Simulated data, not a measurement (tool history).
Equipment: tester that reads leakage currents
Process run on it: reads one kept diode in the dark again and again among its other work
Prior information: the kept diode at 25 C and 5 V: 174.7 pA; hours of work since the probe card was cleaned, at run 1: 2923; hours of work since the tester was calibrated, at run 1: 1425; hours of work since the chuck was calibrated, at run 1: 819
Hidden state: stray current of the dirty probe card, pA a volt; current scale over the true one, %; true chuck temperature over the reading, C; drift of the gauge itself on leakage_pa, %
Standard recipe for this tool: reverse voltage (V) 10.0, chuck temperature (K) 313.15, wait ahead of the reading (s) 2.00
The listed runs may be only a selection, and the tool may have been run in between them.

| run | hour | reverse voltage (V) | chuck temperature (K) | wait ahead of the reading (s) | hours of work since the probe card was cleaned | hours of work since the tester was calibrated | hours of work since the chuck was calibrated | current that the tester gives (pA) |
|---|---|---|---|---|---|---|---|---|
| 1 | 0.0 | 10.0 | 313.15 | 2.00 | 2923 | 1425 | 819 | 715.10 |
| 2 | 78.9 | 10.0 | 313.15 | 7.55 | 2955 | 1457 | 851 | 715.91 |
| 3 | 129.2 | 12.1 | 313.15 | 2.00 | 2975 | 1478 | 872 | 796.73 |
| 4 | 199.2 | 12.1 | 313.15 | 2.00 | 3004 | 1506 | 901 | 793.80 |
| 5 | 264.7 | 10.0 | 313.15 | 0.39 | 3031 | 1533 | 927 | 717.96 |
| 6 | 318.5 | 10.0 | 313.15 | 0.39 | 3053 | 1555 | 949 | 720.35 |
| 7 | 373.1 | 10.0 | 313.15 | 0.39 | 3075 | 1577 | 972 | 719.54 |
| 8 | 475.9 | 10.0 | 301.15 | 2.00 | 3117 | 1620 | 1014 | 312.42 |
| 9 | 577.4 | 10.0 | 313.15 | 0.45 | 3159 | 1661 | 1055 | 714.86 |
| 10 | 653.9 | 10.0 | 332.15 | 2.00 | 3190 | 1692 | 1087 | 2378.87 |
| 11 | 731.2 | 10.0 | 332.15 | 4.89 | 3221 | 1724 | 1118 | 2376.40 |
| 12 | 807.9 | 15.5 | 313.15 | 2.00 | 3253 | 1755 | 1149 | 904.60 |
| 13 | 869.6 | 10.0 | 313.15 | 0.42 | 3278 | 1781 | 1175 | 709.32 |
| 14 | 922.0 | 10.0 | 313.15 | 0.42 | 3300 | 1802 | 1196 | 705.62 |
| 15 | 979.4 | 3.2 | 310.15 | 0.36 | 3323 | 1825 | 1220 | 310.08 |
| 16 | 1044.1 | 4.3 | 317.15 | 0.44 | 3349 | 1852 | 1246 | 581.21 |
|  | 1051.1 | tester calibrated |
|  | 1104.3 | probe card cleaned and baked |
| 17 | 1141.5 | 10.0 | 324.15 | 2.00 | 15 | 36 | 1284 | 1424.38 |
| 18 | 1231.7 | 1.3 | 298.15 | 0.90 | 52 | 73 | 1321 | 77.35 |
|  | 1292.7 | chuck's temperature calibrated |
| 19 | 1333.3 | 10.0 | 308.15 | 0.70 | 93 | 113 | 17 | 533.20 |
| 20 | 1413.1 | 4.1 | 316.15 | 0.70 | 125 | 146 | 49 | 570.04 |
| 21 | 1512.9 | 4.1 | 316.15 | 0.70 | 166 | 187 | 90 | 569.19 |
| 22 | 1571.1 | 4.1 | 316.15 | 0.70 | 190 | 211 | 114 | 567.81 |
| 23 | 1614.1 | 2.6 | 331.15 | 2.00 | 208 | 228 | 131 | 1156.40 |
|  | 1657.9 | tester calibrated, once more |
| 24 | 1691.9 | 13.3 | 331.15 | 2.00 | 239 | 14 | 162 | 2750.15 |
| 25 | 1756.4 | 13.3 | 331.15 | 2.00 | 265 | 40 | 189 | 2752.42 |
| 26 | 1805.1 | 2.4 | 313.15 | 1.24 | 285 | 60 | 209 | 343.85 |
| 27 | 1893.1 | 13.0 | 306.15 | 2.00 | 321 | 96 | 245 | 521.31 |
| 28 | 1975.1 | 13.0 | 306.15 | 2.00 | 354 | 130 | 278 | 521.40 |

Take each entry between the runs: how does the hidden state at the last listed run before it differ from the hidden state at the first listed run after it?
From run 16 to run 17: tester calibrated (hour 1051.1); probe card cleaned and baked (hour 1104.3)
  stray current of the dirty probe card, pA a volt: 1.793 -> 0.034; current scale over the true one, %: 0.24 -> 0.33; true chuck temperature over the reading, C: -1.23 -> -1.26
  measured less the result without the state, current that the tester gives (pA): -39.83 -> -114.58
From run 18 to run 19: chuck's temperature calibrated (hour 1292.7)
  stray current of the dirty probe card, pA a volt: 0.052 -> 0.073; current scale over the true one, %: 0.33 -> 0.34; true chuck temperature over the reading, C: -1.29 -> 0.03
  measured less the result without the state, current that the tester gives (pA): -7.58 -> +3.61
From run 23 to run 24: tester calibrated, once more (hour 1657.9)
  stray current of the dirty probe card, pA a volt: 0.131 -> 0.146; current scale over the true one, %: 0.36 -> -0.05; true chuck temperature over the reading, C: -0.06 -> -0.09
  measured less the result without the state, current that the tester gives (pA): +0.12 -> -14.44
